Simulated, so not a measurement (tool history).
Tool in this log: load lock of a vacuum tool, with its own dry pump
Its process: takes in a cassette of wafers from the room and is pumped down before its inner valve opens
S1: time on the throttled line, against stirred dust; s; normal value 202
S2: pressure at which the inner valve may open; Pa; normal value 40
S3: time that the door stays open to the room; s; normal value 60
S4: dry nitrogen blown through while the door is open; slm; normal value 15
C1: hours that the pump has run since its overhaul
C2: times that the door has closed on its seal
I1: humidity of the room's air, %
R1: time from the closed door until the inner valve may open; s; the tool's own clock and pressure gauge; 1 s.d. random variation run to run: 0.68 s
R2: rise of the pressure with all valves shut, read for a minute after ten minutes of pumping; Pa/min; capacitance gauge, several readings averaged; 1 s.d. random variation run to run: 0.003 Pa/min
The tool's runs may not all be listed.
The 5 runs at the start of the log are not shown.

run,day,S1,S2,S3,S4,C1,C2,I1,R1,R2
6,14.717,360,40,60,15,18780,868,44.1,399.7,0.017
7,18.992,360,40,60,15,18883,993,45.3,400.1,0.02
8,22.046,202,55,60,15,18956,1082,43,254.7,0.02
9,24.9,202,55,60,15,19025,1165,45.1,254.9,0.02
10,27.746,202,55,60,15,19093,1248,44,255.7,0.021
11,30.042,115,55,60,15,19148,1315,42.9,177.4,0.023
12,33.346,115,55,60,15,19228,1411,42.1,177,0.022
13,37.1,115,55,60,15,19318,1521,46.6,176.5,0.023
14,41.442,115,55,60,15,19422,1647,44.5,177.2,0.023
15,44.829,115,55,60,15,19503,1746,44.2,177.3,0.024
16,46.733,115,55,60,15,19549,1802,45.4,176.4,0.024
17,50.667,115,55,60,15,19643,1916,45.4,176.1,0.026
18,53.188,202,40,60,15,19704,1990,48.2,259.1,0.022
19,57.288,202,40,60,15,19802,2110,43.5,258.4,0.029
20,61.433,202,40,60,15,19902,2230,44.9,259.1,0.024
21,64.038,202,40,60,15,19964,2306,44,258,0.029
22,67.988,202,40,60,15,20059,2421,46.1,259,0.031
23,71.108,248,40,61,8,20134,2512,47.1,300.6,0.04
24,74.108,248,54,139,8,20206,2600,44.9,298.6,0.055
25,77.142,248,58,139,22,20279,2688,43.2,296.9,0.034
26,79.642,118,40,36,15,20339,2761,45.1,183.5,0.03
27,82.862,118,40,101,15,20416,2855,42.3,182.6,0.041
28,86.512,118,79,47,15,20504,2962,45,175.9,0.03

Run 29 is up next; what results do you expect?
29,89.954,118,79,47,15,20586,3062,46.7,?,?

R1: 176.9 s
R2: 0.032 Pa/min
Minus the tool's unlogged condition, the same run would have read R1 167.2 s, R2 0.014 Pa/min.
